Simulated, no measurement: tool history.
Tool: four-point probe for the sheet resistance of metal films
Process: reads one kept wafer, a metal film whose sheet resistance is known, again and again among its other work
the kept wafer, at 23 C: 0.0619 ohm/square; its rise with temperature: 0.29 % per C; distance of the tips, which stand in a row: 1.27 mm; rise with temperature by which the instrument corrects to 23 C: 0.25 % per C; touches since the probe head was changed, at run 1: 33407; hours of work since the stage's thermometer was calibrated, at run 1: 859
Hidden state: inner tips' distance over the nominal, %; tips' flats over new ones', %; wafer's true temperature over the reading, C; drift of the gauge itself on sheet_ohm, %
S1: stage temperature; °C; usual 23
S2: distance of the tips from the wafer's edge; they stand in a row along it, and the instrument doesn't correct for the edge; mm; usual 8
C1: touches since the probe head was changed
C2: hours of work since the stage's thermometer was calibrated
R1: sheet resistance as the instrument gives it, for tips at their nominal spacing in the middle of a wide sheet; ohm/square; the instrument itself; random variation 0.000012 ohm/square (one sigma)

run 1 hour=0 | S1=23 S2=8 | C1=33407 C2=859 | R1=0.062662
run 2 hour=55.7 | S1=32 S2=8 | C1=34654 C2=898 | R1=0.062851
run 3 hour=90.6 | S1=23 S2=8 | C1=35434 C2=922 | R1=0.062655
run 4 hour=143.9 | S1=23 S2=8 | C1=36627 C2=960 | R1=0.062675
run 5 hour=176.3 | S1=23 S2=8 | C1=37353 C2=982 | R1=0.062658
run 6 hour=220 | S1=23 S2=8 | C1=38331 C2=1013 | R1=0.062642
run 7 hour=267.5 | S1=23 S2=8 | C1=39395 C2=1046 | R1=0.062661
run 8 hour=318.1 | S1=23 S2=8 | C1=40526 C2=1082 | R1=0.062679
run 9 hour=375.5 | S1=23 S2=8 | C1=41812 C2=1122 | R1=0.062667
run 10 hour=414 | S1=23 S2=8 | C1=42672 C2=1149 | R1=0.062673
run 11 hour=457.5 | S1=23 S2=3 | C1=43647 C2=1179 | R1=0.067206
run 12 hour=491.1 | S1=23 S2=43 | C1=44398 C2=1203 | R1=0.061878
run 13 hour=548.6 | S1=23 S2=8 | C1=45687 C2=1243 | R1=0.062649
run 14 hour=585.3 | S1=23 S2=8 | C1=46508 C2=1269 | R1=0.062691
run 15 hour=612.7 | S1=23 S2=8 | C1=47122 C2=1288 | R1=0.062682
run 16 hour=658.2 | S1=26 S2=8 | C1=48139 C2=1320 | R1=0.062739
run 17 hour=695.3 | S1=23 S2=8 | C1=48969 C2=1346 | R1=0.062669
run 18 hour=750.9 | S1=23 S2=8 | C1=50214 C2=1385 | R1=0.062657
run 19 hour=808 | S1=23 S2=8 | C1=51493 C2=1425 | R1=0.06267
run 20 hour=853.9 | S1=23 S2=8 | C1=52519 C2=1457 | R1=0.062663
run 21 hour=906.7 | S1=23 S2=8 | C1=53701 C2=1494 | R1=0.062696
run 22 hour=937.2 | S1=23 S2=26 | C1=54384 C2=1515 | R1=0.061956
run 23 hour=973.4 | S1=23 S2=26 | C1=55195 C2=1540 | R1=0.061952
-- hour=977.9 stage's thermometer calibrated
run 24 hour=1000 | S1=23 S2=26 | C1=55778 C2=15 | R1=0.061884
run 25 hour=1038.5 | S1=19 S2=44 | C1=56640 C2=42 | R1=0.061731
run 26 hour=1096.3 | S1=26 S2=7 | C1=57933 C2=83 | R1=0.062944
run 27 hour=1133 | S1=29 S2=8 | C1=58756 C2=109 | R1=0.062755
-- hour=1153.3 stage's thermometer calibrated, once more
run 28 hour=1158 | S1=29 S2=8 | C1=59304 C2=3 | R1=0.0629
run 29 hour=1204.7 | S1=29 S2=35 | C1=60351 C2=36 | R1=0.0621
run 30 hour=1261.3 | S1=22 S2=28 | C1=61616 C2=76 | R1=0.061983
run 31 hour=1317.3 | S1=23 S2=27 | C1=62870 C2=115 | R1=0.062016
run 32 hour=1367.6 | S1=34 S2=7 | C1=63995 C2=150 | R1=0.063244
run 33 hour=1413.2 | S1=18 S2=60 | C1=65016 C2=182 | R1=0.061879
run 34 hour=1461 | S1=18 S2=60 | C1=66086 C2=215 | R1=0.061841
run 35 hour=1505.5 | S1=18 S2=29 | C1=67082 C2=247 | R1=0.061889
run 36 hour=1558.1 | S1=27 S2=29 | C1=68260 C2=283 | R1=0.062114
run 37 hour=1583.2 | S1=20 S2=22 | C1=68822 C2=301 | R1=0.061982
run 38 hour=1639.7 | S1=20 S2=22 | C1=70086 C2=341 | R1=0.061996
run 39 hour=1686.3 | S1=29 S2=14 | C1=71128 C2=373 | R1=0.062341
run 40 hour=1734.9 | S1=23 S2=5 | C1=72216 C2=407 | R1=0.064027
run 41 hour=1792.7 | S1=29 S2=4 | C1=73512 C2=448 | R1=0.06527
run 42 hour=1839.1 | S1=23 S2=12 | C1=74550 C2=480 | R1=0.062318
run 43 hour=1873 | S1=33 S2=72 | C1=75309 C2=504 | R1=0.062165
run 44 hour=1905.2 | S1=23 S2=28 | C1=76029 C2=526 | R1=0.062017
run 45 hour=1930.8 | S1=32 S2=28 | C1=76603 C2=544 | R1=0.062221

Forecast each of these 3 alternatives for the next run:
run A hour=1983.2 | S1=33 S2=10 | C1=77774 C2=581 | R1=?
run B hour=1983.2 | S1=23 S2=13 | C1=77774 C2=581 | R1=?
run C hour=1983.2 | S1=34 S2=6 | C1=77774 C2=581 | R1=?

run=A R1=0.062699
run=B R1=0.062263
run=C R1=0.063639
Without the tool's hidden state the same runs would have given:
run=A R1=0.062642
run=B R1=0.062207
run=C R1=0.06358
